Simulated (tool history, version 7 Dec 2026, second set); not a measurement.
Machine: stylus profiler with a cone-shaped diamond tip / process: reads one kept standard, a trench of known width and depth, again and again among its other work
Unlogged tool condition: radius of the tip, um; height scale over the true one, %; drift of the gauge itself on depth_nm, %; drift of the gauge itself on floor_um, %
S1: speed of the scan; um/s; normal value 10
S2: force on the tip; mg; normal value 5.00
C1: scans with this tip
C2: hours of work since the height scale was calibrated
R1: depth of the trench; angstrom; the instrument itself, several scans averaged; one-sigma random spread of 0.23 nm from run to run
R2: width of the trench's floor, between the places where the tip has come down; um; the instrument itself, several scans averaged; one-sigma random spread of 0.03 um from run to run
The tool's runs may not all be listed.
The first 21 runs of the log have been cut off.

run 22 hour=1154.2 | S1=10 S2=5.00 | C1=15671 C2=1372 | R1=10206.8 R2=23.96
run 23 hour=1201.4 | S1=13 S2=5.00 | C1=16083 C2=1408 | R1=10209.1 R2=23.93
run 24 hour=1255.2 | S1=3 S2=4.26 | C1=16554 C2=1449 | R1=10189.8 R2=23.98
run 25 hour=1326.1 | S1=21 S2=14.40 | C1=17174 C2=1503 | R1=10427.0 R2=23.94
run 26 hour=1402.2 | S1=13 S2=13.48 | C1=17839 C2=1561 | R1=10407.6 R2=23.97
run 27 hour=1452.5 | S1=13 S2=13.48 | C1=18279 C2=1600 | R1=10404.1 R2=23.93
run 28 hour=1498.7 | S1=13 S2=13.48 | C1=18683 C2=1635 | R1=10411.0 R2=23.97
run 29 hour=1553.9 | S1=13 S2=13.48 | C1=19165 C2=1677 | R1=10408.9 R2=23.99
run 30 hour=1601.9 | S1=2 S2=2.73 | C1=19585 C2=1714 | R1=10138.8 R2=23.96
run 31 hour=1673.6 | S1=10 S2=5.85 | C1=20211 C2=1769 | R1=10230.8 R2=23.92
run 32 hour=1721.8 | S1=25 S2=3.64 | C1=20633 C2=1806 | R1=10168.6 R2=23.89
run 33 hour=1777.6 | S1=25 S2=3.64 | C1=21121 C2=1849 | R1=10168.3 R2=23.88
run 34 hour=1853.6 | S1=25 S2=3.64 | C1=21786 C2=1907 | R1=10169.6 R2=23.88
run 35 hour=1928.0 | S1=19 S2=3.40 | C1=22436 C2=1964 | R1=10165.5 R2=23.91
run 36 hour=1968.8 | S1=6 S2=4.36 | C1=22792 C2=1995 | R1=10192.0 R2=23.99
run 37 hour=2024.0 | S1=3 S2=7.17 | C1=23275 C2=2037 | R1=10264.6 R2=23.90
run 38 hour=2056.4 | S1=3 S2=7.17 | C1=23558 C2=2062 | R1=10268.9 R2=23.96
run 39 hour=2093.3 | S1=3 S2=7.17 | C1=23881 C2=2090 | R1=10263.7 R2=23.92
run 40 hour=2165.4 | S1=2 S2=2.16 | C1=24511 C2=2145 | R1=10118.5 R2=23.93
-- hour=2181.5 new tip fitted, height scale calibrated
run 41 hour=2204.1 | S1=10 S2=2.75 | C1=197 C2=17 | R1=10141.6 R2=23.96
run 42 hour=2255.3 | S1=10 S2=2.75 | C1=645 C2=56 | R1=10137.8 R2=23.96
run 43 hour=2332.6 | S1=10 S2=2.75 | C1=1320 C2=116 | R1=10136.7 R2=23.99
run 44 hour=2396.0 | S1=4 S2=3.63 | C1=1875 C2=164 | R1=10168.9 R2=24.01
run 45 hour=2428.4 | S1=23 S2=4.72 | C1=2158 C2=189 | R1=10195.8 R2=23.95
run 46 hour=2494.0 | S1=3 S2=4.70 | C1=2732 C2=239 | R1=10201.6 R2=24.00

Forecast each of these 3 alternatives for the next run:
run A hour=2530.3 | S1=15 S2=4.70 | C1=3049 C2=267 | R1=? R2=?
run B hour=2530.3 | S1=6 S2=11.34 | C1=3049 C2=267 | R1=? R2=?
run C hour=2530.3 | S1=10 S2=12.68 | C1=3049 C2=267 | R1=? R2=?

run=A R1=10201.4 R2=23.93
run=B R1=10359.7 R2=23.99
run=C R1=10390.1 R2=23.96
Had the tool no hidden state, the same runs would have come out as:
run=A R1=10201.4 R2=23.93
run=B R1=10359.6 R2=23.99
run=C R1=10390.0 R2=23.96
